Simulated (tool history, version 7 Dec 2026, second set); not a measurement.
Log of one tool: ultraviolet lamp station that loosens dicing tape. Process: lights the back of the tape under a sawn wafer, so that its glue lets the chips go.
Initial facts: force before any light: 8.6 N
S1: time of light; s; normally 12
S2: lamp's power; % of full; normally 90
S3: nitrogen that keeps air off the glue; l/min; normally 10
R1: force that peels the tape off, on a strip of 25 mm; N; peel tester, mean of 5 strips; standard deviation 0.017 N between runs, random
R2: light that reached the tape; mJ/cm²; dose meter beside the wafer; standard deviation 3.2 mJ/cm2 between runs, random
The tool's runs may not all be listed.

Run 1, hour 0.0: usual settings. Result: R1 1.315 N, R2 392 mJ/cm².
Run 2, hour 41.2: usual settings. Result: R1 1.337 N, R2 393 mJ/cm².
Run 3, hour 105.2: usual settings. Result: R1 1.373 N, R2 387 mJ/cm².
Run 4, hour 178.5: usual settings. Result: R1 1.345 N, R2 383 mJ/cm².
Run 5, hour 242.1: usual settings. Result: R1 1.416 N, R2 373 mJ/cm².
Run 6, hour 318.4: usual settings. Result: R1 1.424 N, R2 370 mJ/cm².
Run 7, hour 355.9: usual settings. Result: R1 1.442 N, R2 369 mJ/cm².
Run 8, hour 401.5: usual settings. Result: R1 1.464 N, R2 364 mJ/cm².
Run 9, hour 477.3: usual settings. Result: R1 1.528 N, R2 359 mJ/cm².
Run 10, hour 539.6: usual settings. Result: R1 1.545 N, R2 353 mJ/cm².
At hour 559.7: window cleaned of glue's vapour.
Run 11, hour 576.1: usual settings. Result: R1 1.491 N, R2 372 mJ/cm².
Run 12, hour 628.8: usual settings. Result: R1 1.430 N, R2 360 mJ/cm².
Run 13, hour 673.0: usual settings. Result: R1 1.531 N, R2 360 mJ/cm².
Run 14, hour 728.8: usual settings. Result: R1 1.521 N, R2 354 mJ/cm².
At hour 785.7: lamp changed.
Run 15, hour 800.0: usual settings. Result: R1 0.823 N, R2 489 mJ/cm².
Run 16, hour 857.2: usual settings. Result: R1 0.831 N, R2 491 mJ/cm².
Run 17, hour 911.4: usual settings. Result: R1 0.838 N, R2 484 mJ/cm².
Run 18, hour 972.5: usual settings. Result: R1 0.886 N, R2 476 mJ/cm².
Run 19, hour 1015.0: usual settings. Result: R1 0.913 N, R2 480 mJ/cm².
Run 20, hour 1058.4: usual settings. Result: R1 0.929 N, R2 475 mJ/cm².
Run 21, hour 1132.5: usual settings. Result: R1 0.918 N, R2 473 mJ/cm².
Run 22, hour 1180.6: usual settings but S2 95 % of full, S3 8 l/min. Result: R1 1.056 N, R2 489 mJ/cm².
Run 23, hour 1242.5: usual settings but S1 7 s, S2 95 % of full, S3 8 l/min. Result: R1 2.401 N, R2 284 mJ/cm².
Run 24, hour 1277.4: usual settings but S2 66 % of full, S3 4 l/min. Result: R1 2.828 N, R2 335 mJ/cm².
Run 25, hour 1357.8: usual settings but S2 66 % of full, S3 4 l/min. Result: R1 2.866 N, R2 333 mJ/cm².
Run 26, hour 1398.8: usual settings but S1 23 s, S2 69 % of full. Result: R1 0.468 N, R2 660 mJ/cm².
Run 27, hour 1468.0: usual settings but S1 11 s, S2 93 % of full, S3 4 l/min. Result: R1 2.141 N, R2 418 mJ/cm².
Run 28, hour 1530.1: usual settings but S1 8 s, S2 75 % of full, S3 6 l/min. Result: R1 3.120 N, R2 248 mJ/cm².
At hour 1592.3: window cleaned of glue's vapour.
Run 29, hour 1601.2: usual settings but S1 20 s, S2 75 % of full, S3 5 l/min. Result: R1 0.952 N, R2 642 mJ/cm².
Run 30, hour 1641.4: usual settings but S1 20 s, S2 75 % of full, S3 5 l/min. Result: R1 0.974 N, R2 629 mJ/cm².
Run 31, hour 1685.8: usual settings but S1 19 s, S2 88 % of full. Result: R1 0.425 N, R2 693 mJ/cm².
Run 32, hour 1730.5: usual settings but S1 19 s, S2 88 % of full. Result: R1 0.433 N, R2 685 mJ/cm².
Run 33, hour 1768.4: usual settings but S1 19 s, S2 88 % of full. Result: R1 0.444 N, R2 688 mJ/cm².
Run 34, hour 1820.6: usual settings but S1 9 s, S2 65 % of full. Result: R1 2.580 N, R2 235 mJ/cm².
Run 35, hour 1900.3: usual settings but S1 19 s, S3 9 l/min. Result: R1 0.482 N, R2 683 mJ/cm².
Run 36, hour 1979.5: usual settings but S1 19 s, S3 5 l/min. Result: R1 0.856 N, R2 670 mJ/cm².
Run 37, hour 2058.7: usual settings but S1 11 s, S2 89 % of full, S3 7 l/min. Result: R1 1.774 N, R2 381 mJ/cm².
Run 38, hour 2111.6: usual settings but S1 11 s, S2 89 % of full, S3 9 l/min. Result: R1 1.518 N, R2 377 mJ/cm².
Run 39, hour 2147.5: usual settings but S1 11 s, S2 89 % of full, S3 9 l/min. Result: R1 1.548 N, R2 374 mJ/cm².
Run 40, hour 2181.8: usual settings but S1 11 s, S2 89 % of full, S3 9 l/min. Result: R1 1.536 N, R2 369 mJ/cm².
Run 41, hour 2240.1: usual settings but S1 10 s, S2 85 % of full, S3 14 l/min. Result: R1 1.470 N, R2 317 mJ/cm².
Run 42, hour 2317.7: usual settings but S1 10 s, S2 85 % of full, S3 14 l/min. Result: R1 1.455 N, R2 312 mJ/cm².

Predict each of these 4 candidate next runs independently; none follows another, all start after run 42:
Run A, hour 2369.5: usual settings but S1 10 s, S2 82 % of full, S3 14 l/min. Result: R1 ?, R2 ?.
Run B, hour 2369.5: usual settings but S1 16 s, S2 76 % of full, S3 6 l/min. Result: R1 ?, R2 ?.
Run C, hour 2369.5: usual settings but S1 18 s, S2 92 % of full, S3 11 l/min. Result: R1 ?, R2 ?.
Run D, hour 2369.5: usual settings but S1 10 s, S2 78 % of full, S3 3 l/min. Result: R1 ?, R2 ?.

run     R1   R2
  A  1.585  301
  B  1.512  444
  C  0.539  609
  D  3.690  288
Without the tool's hidden state the same runs would have given:
run     R1   R2
  A  1.041  384
  B  0.985  568
  C  0.342  777
  D  2.939  367
